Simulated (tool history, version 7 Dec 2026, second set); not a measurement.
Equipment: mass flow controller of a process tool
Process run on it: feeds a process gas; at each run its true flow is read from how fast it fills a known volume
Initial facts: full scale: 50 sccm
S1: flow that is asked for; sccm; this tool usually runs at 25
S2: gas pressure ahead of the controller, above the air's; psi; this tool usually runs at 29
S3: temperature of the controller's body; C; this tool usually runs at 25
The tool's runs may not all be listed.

Run 1, hour 0: usual settings. Result: true flow (%) 98.52.
Run 2, hour 183.7: usual settings. Result: true flow (%) 98.61.
Run 3, hour 415.6: usual settings. Result: true flow (%) 98.68.
Run 4, hour 706.2: usual settings but S1 15 sccm. Result: true flow (%) 98.11.
Run 5, hour 977.3: usual settings but S1 15 sccm. Result: true flow (%) 98.07.
Run 6, hour 1138.3: usual settings but S1 15 sccm. Result: true flow (%) 98.03.
Run 7, hour 1357.8: usual settings but S2 23.8 psi. Result: true flow (%) 98.47.
Run 8, hour 1563.4: usual settings but S2 20.5 psi. Result: true flow (%) 98.33.
Run 9, hour 1856.9: usual settings but S2 20.5 psi. Result: true flow (%) 98.37.
Run 10, hour 2098.7: usual settings but S2 20.5 psi. Result: true flow (%) 98.51.
Run 11, hour 2366.7: usual settings but S2 20.5 psi. Result: true flow (%) 98.37.
Run 12, hour 2631.2: usual settings. Result: true flow (%) 98.6.
Run 13, hour 2867.9: usual settings but S2 21.3 psi. Result: true flow (%) 98.45.
Run 14, hour 3129.2: usual settings but S2 21.3 psi. Result: true flow (%) 98.43.
Run 15, hour 3318.9: usual settings but S3 37 C. Result: true flow (%) 100.
Run 16, hour 3450.1: usual settings but S3 37 C. Result: true flow (%) 99.98.
Run 17, hour 3620.2: usual settings but S2 21.9 psi, S3 37 C. Result: true flow (%) 99.78.
Run 18, hour 3905.3: usual settings but S2 21.9 psi, S3 37 C. Result: true flow (%) 99.6.
Run 19, hour 4147.2: usual settings but S2 21.9 psi, S3 37 C. Result: true flow (%) 99.74.
Run 20, hour 4416.1: usual settings but S2 21.9 psi, S3 37 C. Result: true flow (%) 99.58.
Run 21, hour 4693.1: usual settings. Result: true flow (%) 98.65.
Run 22, hour 4899.2: usual settings but S1 12 sccm, S2 34.7 psi. Result: true flow (%) 98.1.
Run 23, hour 5067.7: usual settings but S1 17 sccm, S2 32.6 psi, S3 33 C. Result: true flow (%) 99.2.
Run 24, hour 5247.6: usual settings but S1 17 sccm, S2 22.8 psi, S3 28 C. Result: true flow (%) 98.39.
Run 25, hour 5384.6: usual settings but S1 17 sccm, S2 22.8 psi, S3 28 C. Result: true flow (%) 98.3.
Run 26, hour 5603.9: usual settings but S1 17 sccm, S2 22.8 psi, S3 28 C. Result: true flow (%) 98.4.
Run 27, hour 5896.1: usual settings but S1 31 sccm, S2 35 psi. Result: true flow (%) 99.26.
Run 28, hour 6140.5: usual settings but S1 31 sccm, S2 35 psi. Result: true flow (%) 99.
Run 29, hour 6298.2: usual settings but S1 27 sccm, S2 25.7 psi. Result: true flow (%) 98.59.
Run 30, hour 6426.3: usual settings but S1 17 sccm, S2 33.1 psi, S3 29 C. Result: true flow (%) 98.74.
Run 31, hour 6610.8: usual settings but S1 17 sccm, S2 33.1 psi, S3 29 C. Result: true flow (%) 98.76.
Run 32, hour 6744.4: usual settings but S1 6 sccm, S2 35.4 psi. Result: true flow (%) 97.9.
Run 33, hour 6990: usual settings but S1 6 sccm, S2 35.4 psi. Result: true flow (%) 97.7.
Run 34, hour 7126.3: usual settings but S2 20.9 psi, S3 23 C. Result: true flow (%) 98.18.
Run 35, hour 7416.2: usual settings but S2 20.9 psi, S3 23 C. Result: true flow (%) 98.16.
Run 36, hour 7590.5: usual settings but S2 20.9 psi, S3 23 C. Result: true flow (%) 98.11.
Run 37, hour 7773.2: usual settings but S2 32.9 psi. Result: true flow (%) 98.84.
Run 38, hour 8042.1: usual settings but S2 32.9 psi. Result: true flow (%) 98.8.
Run 39, hour 8270.3: usual settings but S1 21 sccm, S2 30 psi, S3 22 C. Result: true flow (%) 98.05.
Run 40, hour 8514.1: usual settings but S1 22 sccm, S2 24.2 psi, S3 31 C. Result: true flow (%) 99.03.
Run 41, hour 8658.9: usual settings but S1 8 sccm, S2 27.7 psi, S3 36 C. Result: true flow (%) 98.87.

5 options for the next run, each taken on its own from the tool as it stands now. Forecast them:
Run A, hour 8810.9: usual settings but S1 33 sccm. Result: true flow (%) ?.
Run B, hour 8810.9: usual settings but S2 27 psi. Result: true flow (%) ?.
Run C, hour 8810.9: usual settings but S1 36 sccm, S3 37 C. Result: true flow (%) ?.
Run D, hour 8810.9: usual settings but S1 6 sccm, S2 27.7 psi, S3 36 C. Result: true flow (%) ?.
Run E, hour 8810.9: usual settings but S2 26.8 psi. Result: true flow (%) ?.

run  true flow (%)
  A          99.06
  B          98.68
  C         100.62
  D          98.65
  E          98.64
The same runs, with their run-to-run variation unchanged, on a tool lacking any hidden condition would have given:
run  true flow (%)
  A          99.07
  B          98.69
  C         100.63
  D          98.68
  E          98.65
